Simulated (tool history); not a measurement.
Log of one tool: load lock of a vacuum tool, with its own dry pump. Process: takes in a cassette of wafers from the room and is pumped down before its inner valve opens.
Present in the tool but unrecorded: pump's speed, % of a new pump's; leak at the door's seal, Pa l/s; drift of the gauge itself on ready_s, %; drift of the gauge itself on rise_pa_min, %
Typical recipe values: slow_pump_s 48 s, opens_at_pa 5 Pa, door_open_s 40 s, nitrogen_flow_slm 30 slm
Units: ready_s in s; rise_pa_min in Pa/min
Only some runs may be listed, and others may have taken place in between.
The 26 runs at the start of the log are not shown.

run     day  slow_pump_s  opens_at_pa  door_open_s  nitrogen_flow_slm  hours that the pump has run since its overhaul  times that the door has closed on its seal  incoming humidity of the room's air, %  ready_s  rise_pa_min
 27  76.267           61            5          202                 30                                            7728                                        7947                                    42.7     99.2        0.034
 28  79.692           61            9          195                  9                                            7810                                        8131                                    46.6     95.2        0.042
 29  81.825           53            5           72                 14                                            7861                                        8245                                    48.0     90.6        0.028
 30  83.867           56            9          191                 30                                            7910                                        8354                                    47.4     91.4        0.029
 31  86.338           56            9          191                 30                                            7970                                        8486                                    42.9     91.4        0.021
 32  88.525           56            9          191                 30                                            8022                                        8603                                    45.8     91.1        0.029
 33  91.875           48            9           40                 30                                            8103                                        8782                                    46.0     84.5        0.018
 34  94.638           70            7           27                  5                                            8169                                        8930                                    42.9    104.0        0.019
 35  96.442           71            6          232                  7                                            8212                                        9027                                    43.3    104.2        0.046
 36  99.658           48            5           40                 30                                            8289                                        9199                                    47.8     87.0        0.022

Here are 4 independent what-if runs from the current tool condition. What would each one return?
  A  101.421           53            9           31                 30                                            8332                                        9293                                    43.1        ?            ?
  B  101.421           48            5           40                 30                                            8332                                        9293                                    42.7        ?            ?
  C  101.421           63            7           40                 30                                            8332                                        9293                                    44.4        ?            ?
  D  101.421           48            5           40                 23                                            8332                                        9293                                    42.4        ?            ?

run  ready_s  rise_pa_min
  A     89.1        0.020
  B     88.4        0.018
  C     97.7        0.015
  D     86.5        0.015
With no hidden state in the tool, these same runs would have given:
run  ready_s  rise_pa_min
  A     89.1        0.020
  B     88.4        0.018
  C     97.6        0.015
  D     86.4        0.015
